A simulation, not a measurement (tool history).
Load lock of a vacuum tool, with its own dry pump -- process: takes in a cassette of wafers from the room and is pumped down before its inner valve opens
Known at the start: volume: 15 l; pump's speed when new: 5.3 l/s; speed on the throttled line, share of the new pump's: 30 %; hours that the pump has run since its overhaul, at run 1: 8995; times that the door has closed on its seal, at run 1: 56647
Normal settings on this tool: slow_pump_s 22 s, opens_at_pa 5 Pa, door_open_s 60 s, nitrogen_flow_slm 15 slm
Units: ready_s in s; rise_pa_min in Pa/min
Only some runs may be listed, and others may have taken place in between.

run    hour  slow_pump_s  opens_at_pa  door_open_s  nitrogen_flow_slm  hours that the pump has run since its overhaul  times that the door has closed on its seal  incoming humidity of the room's air, %  ready_s  rise_pa_min
  1     0.0           22            5           60                 15                                            8995                                       56647                                    46.3     45.9        0.388
  2   208.6           22            5          240                 15                                            9204                                       57423                                    46.8     46.8        0.453
  3   546.8           22            5           60                 15                                            9542                                       58682                                    43.4     46.5        0.404
  4   946.1           15            5           60                 15                                            9941                                       60167                                    45.0     42.0        0.434
  5  1308.3           15            5           60                 15                                           10303                                       61515                                    40.6     41.7        0.442
  6  1682.5           22            5           60                 15                                           10677                                       62907                                    41.7     46.4        0.460
  7  1945.1           22            9           60                 15                                           10940                                       63884                                    45.1     44.5        0.479
  8  2323.7           12            5           60                 15                                           11319                                       65293                                    45.9     39.9        0.487
  9  2705.5           12            5           60                 15                                           11700                                       66714                                    43.1     40.2        0.495
     2769.9  -- door's seal changed, seat wiped
 10  3109.8           22            5           60                 15                                           12103                                        1265                                    46.9     47.3        0.048
 11  3318.4           22            5           60                 27                                           12312                                        2041                                    46.8     47.5        0.041
 12  3577.1           22            5           60                 27                                           12571                                        3004                                    41.7     47.5        0.036
 13  3853.8           22            5           60                 27                                           12847                                        4033                                    43.7     47.8        0.048
 14  4090.6           22            5           60                 27                                           13084                                        4914                                    43.6     47.0        0.051
 15  4462.1           14            6           60                 40                                           13456                                        6296                                    44.7     41.3        0.042
 16  4717.6           22            6           60                 27                                           13711                                        7247                                    43.1     46.4        0.054
 17  4926.8           22            6           60                 27                                           13920                                        8025                                    44.1     47.4        0.055
 18  5270.7           22            6           60                 24                                           14264                                        9305                                    41.7     47.0        0.066
 19  5593.0           22            6           60                 24                                           14587                                       10504                                    44.7     47.4        0.065
 20  5836.5           22            6           60                 24                                           14830                                       11410                                    46.5     47.4        0.074
 21  6233.5           22            6           60                 24                                           15227                                       12887                                    46.4     47.3        0.080
 22  6440.0           14            5          229                 37                                           15433                                       13656                                    44.8     43.5        0.098
     6571.0  -- dry pump taken out, an overhauled one fitted
 23  6861.2           39            4          229                 37                                             290                                       15201                                    46.4     56.7        0.112
 24  7122.8           31            5          204                 15                                             552                                       16174                                    42.2     50.4        0.135
 25  7395.4           29            7           29                  7                                             824                                       17188                                    43.5     48.0        0.098
 26  7689.5           35            5           61                 35                                            1119                                       18282                                    43.4     53.2        0.095

Describe how what the log doesn't record of the tool's condition differs between the last listed run preceding each entry between runs and the first listed run following it.
Logged between run 9 and run 10: door's seal changed, seat wiped (hour 2769.9)
  pump's speed, % of a new pump's: 87.7 -> 87.3; leak at the door's seal, Pa l/s: 0.1177 -> 0.0025
  difference, measured minus the result without the unlogged condition, ready_s: +3.5 -> +3.3 s; rise_pa_min: +0.459 -> +0.002 Pa/min
Logged between run 22 and run 23: dry pump taken out, an overhauled one fitted (hour 6571.0)
  pump's speed, % of a new pump's: 83.8 -> 99.6; leak at the door's seal, Pa l/s: 0.0127 -> 0.0143
  difference, measured minus the result without the unlogged condition, ready_s: +4.9 -> +0.1 s; rise_pa_min: +0.043 -> +0.050 Pa/min
